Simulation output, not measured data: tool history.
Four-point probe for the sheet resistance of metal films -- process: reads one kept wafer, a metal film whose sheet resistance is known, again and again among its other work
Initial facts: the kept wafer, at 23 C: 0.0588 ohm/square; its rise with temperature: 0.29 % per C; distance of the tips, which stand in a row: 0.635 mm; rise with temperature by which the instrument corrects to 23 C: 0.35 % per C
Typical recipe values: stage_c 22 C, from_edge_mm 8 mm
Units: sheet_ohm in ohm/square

{"run": 1, "hour": 0.0, "stage_c": 22, "from_edge_mm": 8, "sheet_ohm": 0.058385}
{"hour": 6.8, "done": "new probe head fitted"}
{"run": 2, "hour": 42.1, "stage_c": 22, "from_edge_mm": 8, "sheet_ohm": 0.059431}
{"run": 3, "hour": 79.5, "stage_c": 22, "from_edge_mm": 8, "sheet_ohm": 0.059415}
{"run": 4, "hour": 134.7, "stage_c": 22, "from_edge_mm": 8, "sheet_ohm": 0.05937}
{"run": 5, "hour": 174.3, "stage_c": 22, "from_edge_mm": 8, "sheet_ohm": 0.05936}
{"run": 6, "hour": 213.7, "stage_c": 22, "from_edge_mm": 8, "sheet_ohm": 0.059351}
{"run": 7, "hour": 273.3, "stage_c": 22, "from_edge_mm": 8, "sheet_ohm": 0.059314}
{"run": 8, "hour": 322.8, "stage_c": 22, "from_edge_mm": 8, "sheet_ohm": 0.059318}
{"run": 9, "hour": 368.3, "stage_c": 22, "from_edge_mm": 8, "sheet_ohm": 0.059271}
{"run": 10, "hour": 424.6, "stage_c": 22, "from_edge_mm": 8, "sheet_ohm": 0.059241}
{"run": 11, "hour": 487.1, "stage_c": 22, "from_edge_mm": 8, "sheet_ohm": 0.05922}
{"run": 12, "hour": 548.1, "stage_c": 22, "from_edge_mm": 8, "sheet_ohm": 0.059208}
{"run": 13, "hour": 577.8, "stage_c": 22, "from_edge_mm": 8, "sheet_ohm": 0.059196}
{"run": 14, "hour": 611.6, "stage_c": 22, "from_edge_mm": 8, "sheet_ohm": 0.059186}
{"run": 15, "hour": 667.7, "stage_c": 22, "from_edge_mm": 8, "sheet_ohm": 0.059148}
{"run": 16, "hour": 723.6, "stage_c": 23, "from_edge_mm": 8, "sheet_ohm": 0.059086}
{"run": 17, "hour": 758.1, "stage_c": 23, "from_edge_mm": 8, "sheet_ohm": 0.059043}
{"run": 18, "hour": 787.3, "stage_c": 23, "from_edge_mm": 8, "sheet_ohm": 0.059038}
{"run": 19, "hour": 833.0, "stage_c": 33, "from_edge_mm": 8, "sheet_ohm": 0.058682}
{"run": 20, "hour": 875.5, "stage_c": 22, "from_edge_mm": 8, "sheet_ohm": 0.059044}
{"run": 21, "hour": 916.7, "stage_c": 22, "from_edge_mm": 8, "sheet_ohm": 0.059048}
{"run": 22, "hour": 965.0, "stage_c": 22, "from_edge_mm": 8, "sheet_ohm": 0.059008}
{"run": 23, "hour": 1000.4, "stage_c": 22, "from_edge_mm": 7, "sheet_ohm": 0.059076}
{"run": 24, "hour": 1045.8, "stage_c": 28, "from_edge_mm": 10, "sheet_ohm": 0.058715}
{"run": 25, "hour": 1076.6, "stage_c": 24, "from_edge_mm": 63, "sheet_ohm": 0.0587}
{"run": 26, "hour": 1129.9, "stage_c": 24, "from_edge_mm": 63, "sheet_ohm": 0.058662}
{"run": 27, "hour": 1191.0, "stage_c": 20, "from_edge_mm": 62, "sheet_ohm": 0.058785}
{"run": 28, "hour": 1236.5, "stage_c": 18, "from_edge_mm": 75, "sheet_ohm": 0.058849}
{"run": 29, "hour": 1293.6, "stage_c": 23, "from_edge_mm": 6, "sheet_ohm": 0.058952}

What will run 30 give?
{"run": 30, "hour": 1322.3, "stage_c": 19, "from_edge_mm": 18, "sheet_ohm": "?"}

Run 30 produced sheet_ohm 0.058806 ohm/square.
Had the tool carried no hidden state, the very same run would have given sheet_ohm 0.058996 ohm/square.

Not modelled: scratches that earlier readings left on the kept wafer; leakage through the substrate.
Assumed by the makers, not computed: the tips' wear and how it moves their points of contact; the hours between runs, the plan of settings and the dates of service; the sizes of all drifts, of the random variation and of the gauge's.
